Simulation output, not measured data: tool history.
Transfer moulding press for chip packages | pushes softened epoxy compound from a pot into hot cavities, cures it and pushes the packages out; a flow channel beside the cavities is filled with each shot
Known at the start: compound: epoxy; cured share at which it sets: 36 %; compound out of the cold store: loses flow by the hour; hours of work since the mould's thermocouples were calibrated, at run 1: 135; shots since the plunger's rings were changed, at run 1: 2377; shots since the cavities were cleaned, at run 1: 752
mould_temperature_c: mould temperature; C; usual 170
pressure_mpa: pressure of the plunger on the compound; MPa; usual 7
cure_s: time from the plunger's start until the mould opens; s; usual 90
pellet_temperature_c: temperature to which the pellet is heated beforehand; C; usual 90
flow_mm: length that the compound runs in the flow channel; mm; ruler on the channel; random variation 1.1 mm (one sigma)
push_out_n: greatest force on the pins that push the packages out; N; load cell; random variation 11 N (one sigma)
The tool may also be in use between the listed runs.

run,day,mould_temperature_c,pressure_mpa,cure_s,pellet_temperature_c,hours of work since the mould's thermocouples were calibrated,shots since the plunger's rings were changed,shots since the cavities were cleaned,incoming compound's hours out of the cold store,flow_mm,push_out_n
1,0,170,7,90,90,135,2377,752,42.1,494,929
2,0.3,170,7,125,90,138,2431,806,22.7,529,889
3,0.6,170,7,90,80,141,2485,860,20.4,533,988
4,1.033,170,7,90,80,146,2562,937,8.9,558,1032
5,1.267,170,7.45,90,90,148,2604,979,13.3,565,1015
# day 1.646: cavities cleaned with cleaning compound and waxed
# day 1.871: plunger's sealing rings changed
6,1.871,170,7.45,83,90,152,0,21,46.9,514,554
7,2.1,170,7,90,90,154,41,62,9,572,600
8,2.508,170,7,90,98,158,115,136,18.5,548,649
9,2.875,170,7,90,98,162,180,201,30.9,525,722
10,3.225,170,7,90,90,166,243,264,17.9,550,780
11,3.45,170,7,90,90,168,283,304,37,514,807
12,3.7,170,7,90,90,170,328,349,30.3,524,845
13,4.021,170,7,90,97,173,386,407,45.6,500,833
14,4.475,172,6.85,72,86,178,467,488,11.6,551,1118
15,4.858,170,7,90,97,182,535,556,23.7,538,951
16,5.058,170,7,77,86,184,571,592,43.7,502,1108
17,5.442,170,5.72,77,86,187,640,661,9.6,511,1189
18,5.762,170,5.72,77,100,190,697,718,47.2,446,1143
19,6.204,170,7,104,80,195,777,798,39.2,509,900
20,6.521,169,7.82,85,89,198,834,855,30.2,560,1103
21,6.738,169,7.54,75,84,200,872,893,15.1,577,1434
22,6.996,169,7.54,75,84,203,918,939,14.9,578,1463
23,7.271,176,6.44,75,94,205,968,989,23.1,500,969
# day 7.604: cavities cleaned with cleaning compound and waxed
24,7.625,170,8.58,90,91,208,1020,4,22.1,598,495
25,7.838,165,6,71,90,210,1058,42,20,520,1201

Forecast each of these 3 alternatives for the next run:
A,8.221,165,6,89,90,214,1127,111,32.5,?,?
B,8.221,170,6,99,94,214,1127,111,29.6,?,?
C,8.221,165,6,111,90,214,1127,111,8.2,?,?

run,flow_mm,push_out_n
A,496,831
B,486,593
C,544,631
Without the tool's hidden state the same runs would have given:
run,flow_mm,push_out_n
A,501,630
B,491,454
C,550,482

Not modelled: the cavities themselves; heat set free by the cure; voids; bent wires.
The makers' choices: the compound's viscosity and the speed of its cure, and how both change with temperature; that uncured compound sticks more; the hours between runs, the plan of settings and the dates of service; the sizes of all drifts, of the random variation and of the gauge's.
